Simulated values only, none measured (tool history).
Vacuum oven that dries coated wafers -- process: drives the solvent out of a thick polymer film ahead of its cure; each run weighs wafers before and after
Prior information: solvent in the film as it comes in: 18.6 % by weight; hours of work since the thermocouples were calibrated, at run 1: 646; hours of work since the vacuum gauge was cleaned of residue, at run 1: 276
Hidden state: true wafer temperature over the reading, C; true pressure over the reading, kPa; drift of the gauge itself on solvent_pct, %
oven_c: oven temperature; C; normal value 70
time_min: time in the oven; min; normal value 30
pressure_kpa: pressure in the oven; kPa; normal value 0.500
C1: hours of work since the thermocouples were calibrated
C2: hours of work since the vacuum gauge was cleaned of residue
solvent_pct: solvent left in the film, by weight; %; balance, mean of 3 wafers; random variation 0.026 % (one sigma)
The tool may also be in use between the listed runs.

Run 1, day 0.000: usual settings; C1 646; C2 276. Result: solvent_pct 0.61 %.
Run 2, day 0.583: usual settings but oven_c 71 C; C1 654; C2 284. Result: solvent_pct 0.50 %.
Run 3, day 1.308: usual settings; C1 664; C2 294. Result: solvent_pct 0.59 %.
Run 4, day 1.879: usual settings; C1 671; C2 302. Result: solvent_pct 0.59 %.
Run 5, day 2.221: usual settings but oven_c 61 C; C1 676; C2 307. Result: solvent_pct 2.33 %.
Run 6, day 2.771: usual settings but oven_c 61 C; C1 684; C2 315. Result: solvent_pct 2.29 %.
Run 7, day 3.096: usual settings but oven_c 61 C; C1 688; C2 319. Result: solvent_pct 2.31 %.
Run 8, day 3.704: usual settings but oven_c 61 C, pressure_kpa 0.962 kPa; C1 697; C2 328. Result: solvent_pct 2.43 %.
Run 9, day 4.450: usual settings but time_min 23 min; C1 707; C2 338. Result: solvent_pct 1.15 %.
Run 10, day 5.121: usual settings but time_min 23 min; C1 716; C2 347. Result: solvent_pct 1.12 %.
Run 11, day 5.454: usual settings but oven_c 60 C; C1 721; C2 352. Result: solvent_pct 2.56 %.
Run 12, day 5.779: usual settings but time_min 34 min; C1 725; C2 356. Result: solvent_pct 0.39 %.
Run 13, day 6.196: usual settings but time_min 34 min; C1 731; C2 362. Result: solvent_pct 0.43 %.
Run 14, day 6.525: usual settings; C1 736; C2 367. Result: solvent_pct 0.54 %.
Run 15, day 6.954: usual settings; C1 742; C2 372. Result: solvent_pct 0.57 %.
Run 16, day 7.588: usual settings; C1 750; C2 381. Result: solvent_pct 0.59 %.
Run 17, day 7.917: usual settings but oven_c 85 C, pressure_kpa 0.393 kPa; C1 755; C2 386. Result: solvent_pct 0.06 %.
Run 18, day 8.388: usual settings but oven_c 65 C, time_min 23 min, pressure_kpa 0.393 kPa; C1 761; C2 392. Result: solvent_pct 2.21 %.
Run 19, day 8.904: usual settings but oven_c 65 C, time_min 23 min, pressure_kpa 0.393 kPa; C1 768; C2 399. Result: solvent_pct 2.21 %.
Run 20, day 9.229: usual settings but oven_c 82 C, time_min 18 min, pressure_kpa 0.582 kPa; C1 773; C2 404. Result: solvent_pct 0.26 %.
Run 21, day 9.683: usual settings but time_min 45 min; C1 779; C2 410. Result: solvent_pct 0.23 %.
Run 22, day 10.075: usual settings but oven_c 62 C, pressure_kpa 0.866 kPa; C1 785; C2 416. Result: solvent_pct 2.10 %.
Run 23, day 10.408: usual settings but pressure_kpa 0.276 kPa; C1 789; C2 420. Result: solvent_pct 0.49 %.
Run 24, day 10.921: usual settings but time_min 32 min, pressure_kpa 0.276 kPa; C1 796; C2 427. Result: solvent_pct 0.42 %.
Run 25, day 11.442: usual settings but oven_c 83 C, time_min 21 min, pressure_kpa 0.938 kPa; C1 804; C2 434. Result: solvent_pct 0.19 %.
Run 26, day 12.104: usual settings but oven_c 83 C, time_min 16 min, pressure_kpa 1.967 kPa; C1 813; C2 444. Result: solvent_pct 0.50 %.
Run 27, day 12.562: usual settings but oven_c 59 C, time_min 41 min, pressure_kpa 1.967 kPa; C1 819; C2 450. Result: solvent_pct 2.14 %.
Run 28, day 13.117: usual settings but oven_c 85 C, time_min 54 min, pressure_kpa 1.967 kPa; C1 827; C2 458. Result: solvent_pct 0.28 %.

Run 29, settings as shown, results not yet in. Your forecast:
Run 29, day 13.558: usual settings but oven_c 76 C, time_min 24 min, pressure_kpa 1.967 kPa; C1 833; C2 464. Result: solvent_pct ?.

{"run 29": {"solvent_pct": 0.62}}
Had the tool carried no hidden state, the very same run would have given solvent_pct 0.74 %.
